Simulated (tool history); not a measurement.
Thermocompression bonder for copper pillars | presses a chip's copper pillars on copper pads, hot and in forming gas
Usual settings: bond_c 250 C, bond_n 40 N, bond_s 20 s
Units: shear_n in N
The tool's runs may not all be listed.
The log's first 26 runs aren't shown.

run	hour	bond_c	bond_n	bond_s	hours of work since the heater was calibrated	hours of work since the force cell was calibrated	hours of work since the gas filter was changed	shear_n
# hour 1120.9: forming gas filter changed
27	1139.4	250	40	30	416	98	11	48.4
28	1171.2	226	43	20	434	117	30	31
29	1232.6	226	43	20	471	154	66	30.8
30	1283.2	273	34	10	501	184	97	38.1
31	1314.6	273	34	10	520	202	115	38.7
32	1343.3	253	25	25	537	219	132	31.1
# hour 1394.4: forming gas filter changed
33	1395.5	237	29	45	567	250	1	36.1
34	1448.6	250	45	56	599	282	32	65.1
35	1490.9	246	25	26	624	307	57	29.2
# hour 1525.4: heater calibrated with a thermocouple chip
36	1539.2	246	27	12	8	334	85	20.8
37	1601.8	250	40	25	45	372	122	42.9
38	1658.6	250	40	25	79	405	156	43.1

4 ways to go on from here, each from the tool as it stands after run 38. What would each give?
# hour 1669.9: forming gas filter changed
A	1699.7	250	28	33	103	429	18	?
# hour 1669.9: forming gas filter changed
B	1699.7	250	40	19	103	429	18	?
# hour 1669.9: forming gas filter changed
C	1699.7	225	40	37	103	429	18	?
# hour 1669.9: forming gas filter changed
D	1699.7	250	40	14	103	429	18	?

run	shear_n
A	35.7
B	39.5
C	34.9
D	35.3
Without the tool's hidden state the same runs would have given:
run	shear_n
A	35.3
B	39.1
C	34.6
D	35
